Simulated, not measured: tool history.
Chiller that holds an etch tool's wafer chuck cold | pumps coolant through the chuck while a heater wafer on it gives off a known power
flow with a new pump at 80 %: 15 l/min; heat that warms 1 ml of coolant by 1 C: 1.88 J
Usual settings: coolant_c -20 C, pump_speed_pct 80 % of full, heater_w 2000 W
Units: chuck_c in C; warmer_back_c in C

{"run": 1, "hour": 0.0, "coolant_c": -20, "pump_speed_pct": 80, "heater_w": 2000, "chuck_c": -5.3, "warmer_back_c": 4.4}
{"run": 2, "hour": 39.6, "coolant_c": -15, "pump_speed_pct": 80, "heater_w": 2000, "chuck_c": -0.2, "warmer_back_c": 4.38}
{"run": 3, "hour": 97.6, "coolant_c": -15, "pump_speed_pct": 80, "heater_w": 2000, "chuck_c": -0.2, "warmer_back_c": 4.31}
{"run": 4, "hour": 147.8, "coolant_c": -15, "pump_speed_pct": 80, "heater_w": 2000, "chuck_c": -0.1, "warmer_back_c": 4.31}
{"run": 5, "hour": 195.5, "coolant_c": -15, "pump_speed_pct": 80, "heater_w": 2000, "chuck_c": 0.0, "warmer_back_c": 4.31}
{"run": 6, "hour": 242.1, "coolant_c": -20, "pump_speed_pct": 80, "heater_w": 2000, "chuck_c": -5.2, "warmer_back_c": 4.32}
{"run": 7, "hour": 287.5, "coolant_c": -20, "pump_speed_pct": 80, "heater_w": 2000, "chuck_c": -4.9, "warmer_back_c": 4.34}
{"run": 8, "hour": 356.6, "coolant_c": -20, "pump_speed_pct": 68, "heater_w": 2000, "chuck_c": -3.5, "warmer_back_c": 5.06}
{"run": 9, "hour": 419.4, "coolant_c": -20, "pump_speed_pct": 68, "heater_w": 2000, "chuck_c": -3.5, "warmer_back_c": 5.14}
{"run": 10, "hour": 454.8, "coolant_c": -20, "pump_speed_pct": 68, "heater_w": 2000, "chuck_c": -3.3, "warmer_back_c": 5.11}
{"run": 11, "hour": 485.4, "coolant_c": -20, "pump_speed_pct": 68, "heater_w": 2000, "chuck_c": -3.5, "warmer_back_c": 5.12}
{"run": 12, "hour": 514.9, "coolant_c": -20, "pump_speed_pct": 68, "heater_w": 2000, "chuck_c": -3.4, "warmer_back_c": 5.18}
{"hour": 526.7, "done": "coolant changed, channels flushed"}
{"run": 13, "hour": 586.5, "coolant_c": -20, "pump_speed_pct": 68, "heater_w": 2687, "chuck_c": -0.5, "warmer_back_c": 6.92}
{"run": 14, "hour": 634.4, "coolant_c": -23, "pump_speed_pct": 68, "heater_w": 2687, "chuck_c": -3.3, "warmer_back_c": 6.93}
{"run": 15, "hour": 703.4, "coolant_c": -23, "pump_speed_pct": 68, "heater_w": 2687, "chuck_c": -3.4, "warmer_back_c": 6.93}
{"run": 16, "hour": 772.5, "coolant_c": -23, "pump_speed_pct": 68, "heater_w": 2687, "chuck_c": -3.4, "warmer_back_c": 6.88}
{"run": 17, "hour": 805.8, "coolant_c": -22, "pump_speed_pct": 97, "heater_w": 1323, "chuck_c": -14.6, "warmer_back_c": 2.44}
{"run": 18, "hour": 846.5, "coolant_c": -10, "pump_speed_pct": 81, "heater_w": 1835, "chuck_c": 1.8, "warmer_back_c": 3.95}
{"run": 19, "hour": 877.5, "coolant_c": -11, "pump_speed_pct": 85, "heater_w": 1895, "chuck_c": 1.0, "warmer_back_c": 3.95}
{"run": 20, "hour": 947.1, "coolant_c": -27, "pump_speed_pct": 62, "heater_w": 1240, "chuck_c": -17.7, "warmer_back_c": 3.51}
{"run": 21, "hour": 1012.9, "coolant_c": -11, "pump_speed_pct": 98, "heater_w": 2000, "chuck_c": 0.6, "warmer_back_c": 3.62}
{"run": 22, "hour": 1047.9, "coolant_c": -20, "pump_speed_pct": 96, "heater_w": 2000, "chuck_c": -8.3, "warmer_back_c": 3.69}
{"run": 23, "hour": 1091.0, "coolant_c": -25, "pump_speed_pct": 64, "heater_w": 1122, "chuck_c": -16.7, "warmer_back_c": 3.08}
{"run": 24, "hour": 1126.6, "coolant_c": -22, "pump_speed_pct": 64, "heater_w": 2226, "chuck_c": -4.9, "warmer_back_c": 6.04}
{"run": 25, "hour": 1162.6, "coolant_c": -22, "pump_speed_pct": 64, "heater_w": 2226, "chuck_c": -4.9, "warmer_back_c": 6.08}
{"run": 26, "hour": 1197.1, "coolant_c": -20, "pump_speed_pct": 68, "heater_w": 1649, "chuck_c": -8.2, "warmer_back_c": 4.3}
{"run": 27, "hour": 1234.5, "coolant_c": -24, "pump_speed_pct": 68, "heater_w": 1438, "chuck_c": -13.7, "warmer_back_c": 3.75}
{"run": 28, "hour": 1272.9, "coolant_c": -24, "pump_speed_pct": 68, "heater_w": 1438, "chuck_c": -13.8, "warmer_back_c": 3.69}
{"run": 29, "hour": 1318.3, "coolant_c": -24, "pump_speed_pct": 77, "heater_w": 2037, "chuck_c": -10.4, "warmer_back_c": 4.67}
{"run": 30, "hour": 1388.5, "coolant_c": -14, "pump_speed_pct": 82, "heater_w": 1667, "chuck_c": -3.4, "warmer_back_c": 3.6}
{"run": 31, "hour": 1434.9, "coolant_c": -14, "pump_speed_pct": 82, "heater_w": 1667, "chuck_c": -3.4, "warmer_back_c": 3.69}

Forecast each of these 5 alternatives for the next run:
{"run": "A", "hour": 1481.2, "coolant_c": -20, "pump_speed_pct": 75, "heater_w": 1206, "chuck_c": "?", "warmer_back_c": "?"}
{"run": "B", "hour": 1481.2, "coolant_c": -20, "pump_speed_pct": 80, "heater_w": 1458, "chuck_c": "?", "warmer_back_c": "?"}
{"run": "C", "hour": 1481.2, "coolant_c": -18, "pump_speed_pct": 61, "heater_w": 2000, "chuck_c": "?", "warmer_back_c": "?"}
{"run": "D", "hour": 1481.2, "coolant_c": -20, "pump_speed_pct": 72, "heater_w": 1019, "chuck_c": "?", "warmer_back_c": "?"}
{"run": "E", "hour": 1481.2, "coolant_c": -20, "pump_speed_pct": 80, "heater_w": 2331, "chuck_c": "?", "warmer_back_c": "?"}

run=A chuck_c=-12.2 warmer_back_c=2.87
run=B chuck_c=-10.6 warmer_back_c=3.31
run=C chuck_c=-2.0 warmer_back_c=5.76
run=D chuck_c=-13.1 warmer_back_c=2.51
run=E chuck_c=-4.3 warmer_back_c=5.14
Without the tool's hidden state the same runs would have given:
run=A chuck_c=-11.9 warmer_back_c=2.75
run=B chuck_c=-10.3 warmer_back_c=3.17
run=C chuck_c=-2.0 warmer_back_c=5.51
run=D chuck_c=-12.7 warmer_back_c=2.40
run=E chuck_c=-4.4 warmer_back_c=4.91

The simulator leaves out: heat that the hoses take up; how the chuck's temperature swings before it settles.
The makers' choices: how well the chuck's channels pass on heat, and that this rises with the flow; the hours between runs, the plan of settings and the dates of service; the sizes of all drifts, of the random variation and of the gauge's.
